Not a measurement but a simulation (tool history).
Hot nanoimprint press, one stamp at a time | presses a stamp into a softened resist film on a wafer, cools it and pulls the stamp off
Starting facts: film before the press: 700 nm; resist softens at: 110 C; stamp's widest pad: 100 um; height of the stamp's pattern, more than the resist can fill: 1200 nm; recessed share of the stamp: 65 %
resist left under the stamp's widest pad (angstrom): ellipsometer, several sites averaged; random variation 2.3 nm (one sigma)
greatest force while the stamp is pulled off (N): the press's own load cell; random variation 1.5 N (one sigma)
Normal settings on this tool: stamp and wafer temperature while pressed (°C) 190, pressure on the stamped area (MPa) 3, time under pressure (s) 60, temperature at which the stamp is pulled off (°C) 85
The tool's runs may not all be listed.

run,day,stamp and wafer temperature while pressed (°C),pressure on the stamped area (MPa),time under pressure (s),temperature at which the stamp is pulled off (°C),resist left under the stamp's widest pad (angstrom),greatest force while the stamp is pulled off (N)
1,0,190,3,60,85,3850,101
2,0.425,190,2.36,60,85,4332,103
3,1.158,190,2.36,60,85,4398,102
4,2.246,190,3.83,60,85,3446,98
5,3.117,190,3.83,60,85,3444,97
6,3.762,190,3.83,60,85,3446,101
7,4.442,190,3.55,60,85,3584,101
8,4.829,190,3.55,60,85,3602,101
9,5.25,190,2.71,60,85,4083,102
10,5.783,190,2.71,60,85,4068,102
11,6.4,190,2.71,60,85,4138,99
12,6.904,190,2.71,60,85,4122,99
13,7.767,190,2.71,60,85,4136,101
14,8.554,190,2.71,60,91,4145,90
15,9.038,190,3,60,85,3910,101
16,10.1,190,3,60,85,3934,98
17,10.496,190,3,60,85,3965,99
18,10.921,190,2.52,55,85,4361,98
19,11.75,190,1.88,55,85,4922,99
20,12.158,201,2.28,37,87,3718,96
21,12.612,185,3.73,60,85,4196,101
22,13.358,185,3.73,60,85,4218,101
23,13.9,182,3,42,85,5443,102
24,14.629,184,3.98,36,73,4795,134
25,15.125,190,2.51,92,76,3828,126
26,15.946,196,3,74,85,3071,104
27,16.55,189,3,37,85,4705,104
28,17.329,189,3,37,85,4706,107
29,18.217,190,3,60,92,4006,85

Missing from the log above: 3 entries noted between runs. For each, name the pair of listed runs it sits between and say how the tool's hidden condition differs from the listed run just before to the listed run just after:
Between runs 3 and 4: stamp cleaned and given a new release coat (day 1.642)
  true temperature over the reading, C: -0.22 -> -0.27; pressure that arrives at the usual setting, %: 97.63 -> 97.57; grip of the stamp's worn release coat, % over a new coat's: 6.1 -> 0.5
  measured minus no-state result, resist left under the stamp's widest pad (angstrom): +66 -> +91; greatest force while the stamp is pulled off (N): +6 -> +1
Between runs 15 and 16: stamp cleaned and given a new release coat (day 9.817)
  true temperature over the reading, C: -0.66 -> -0.71; pressure that arrives at the usual setting, %: 97.08 -> 97.03; grip of the stamp's worn release coat, % over a new coat's: 5.8 -> 0.2
  measured minus no-state result, resist left under the stamp's widest pad (angstrom): +140 -> +148; greatest force while the stamp is pulled off (N): +7 -> +2
Between runs 28 and 29: stamp cleaned and given a new release coat (day 18.042)
  true temperature over the reading, C: -1.13 -> -1.17; pressure that arrives at the usual setting, %: 96.52 -> 96.48; grip of the stamp's worn release coat, % over a new coat's: 5.9 -> 0.1
  measured minus no-state result, resist left under the stamp's widest pad (angstrom): +216 -> +217; greatest force while the stamp is pulled off (N): +8 -> +3
